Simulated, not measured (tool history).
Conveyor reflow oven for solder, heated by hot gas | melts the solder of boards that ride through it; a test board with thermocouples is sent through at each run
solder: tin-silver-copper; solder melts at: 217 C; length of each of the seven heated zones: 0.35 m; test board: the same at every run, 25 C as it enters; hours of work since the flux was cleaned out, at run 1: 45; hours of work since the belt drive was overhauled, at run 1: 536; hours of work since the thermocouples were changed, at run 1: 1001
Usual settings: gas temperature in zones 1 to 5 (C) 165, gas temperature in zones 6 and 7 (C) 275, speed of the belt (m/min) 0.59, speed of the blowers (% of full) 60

run   hour  gas temperature in zones 1 to 5 (C)  gas temperature in zones 6 and 7 (C)  speed of the belt (m/min)  speed of the blowers (% of full)  hours of work since the flux was cleaned out  hours of work since the belt drive was overhauled  hours of work since the thermocouples were changed  highest temperature of the board (C)  time above the solder's melting point (s)
  1      0                                  165                                   275                       0.59                                60                                            45                                                536                                                1001                                 255.9                                       53.5
  2   95.2                                  165                                   275                       0.59                                60                                            96                                                587                                                1053                                   256                                       53.1
  3  140.8                                  165                                   275                       0.59                                60                                           121                                                612                                                1077                                 255.7                                         53
  4  211.6                                  165                                   275                       0.59                                60                                           159                                                650                                                1116                                 255.4                                       52.8
  5  269.7                                  165                                   275                       0.59                                60                                           190                                                681                                                1147                                 255.1                                       52.9
  6  363.4                                  177                                   284                      0.682                                60                                           241                                                732                                                1197                                 259.6                                       50.3
  7  432.6                                  175                                   278                      0.496                                57                                           278                                                769                                                1235                                 264.4                                       73.7
     508.2  -- flux residue cleaned out of gas plates and filters
  8  508.2                                  175                                   278                      0.496                                57                                             0                                                807                                                1273                                 264.9                                         74
  9  550.5                                  165                                   275                       0.51                                60                                            23                                                830                                                1296                                 260.6                                       66.1
 10    631                                  158                                   276                      0.473                                74                                            66                                                873                                                1339                                 265.3                                       73.6

Measured less the same run without the tool's hidden state. The same run-to-run variation is in both; the gauge's scatter may not be:
The hidden state here: heat that the gas passes to the board, % of a clean oven's; belt's true speed, % of the reading; true gas temperature in zones 6 and 7 over the reading, C; drift of the gauge itself on peak_c, C; drift of the gauge itself on liquid_s, %.
run  highest temperature of the board (C)  time above the solder's melting point (s)
  1                                  -1.1                                       -0.3
  2                                  -1.4                                       -0.5
  3                                  -1.4                                       -0.5
  4                                  -1.6                                       -0.7
  5                                  -1.8                                       -0.8
  6                                    -2                                       -0.6
  7                                  -1.9                                       -0.3
  8                                  -1.3                                       +0.1
  9                                  -1.4                                       -0.1
 10                                  -1.6                                         +0

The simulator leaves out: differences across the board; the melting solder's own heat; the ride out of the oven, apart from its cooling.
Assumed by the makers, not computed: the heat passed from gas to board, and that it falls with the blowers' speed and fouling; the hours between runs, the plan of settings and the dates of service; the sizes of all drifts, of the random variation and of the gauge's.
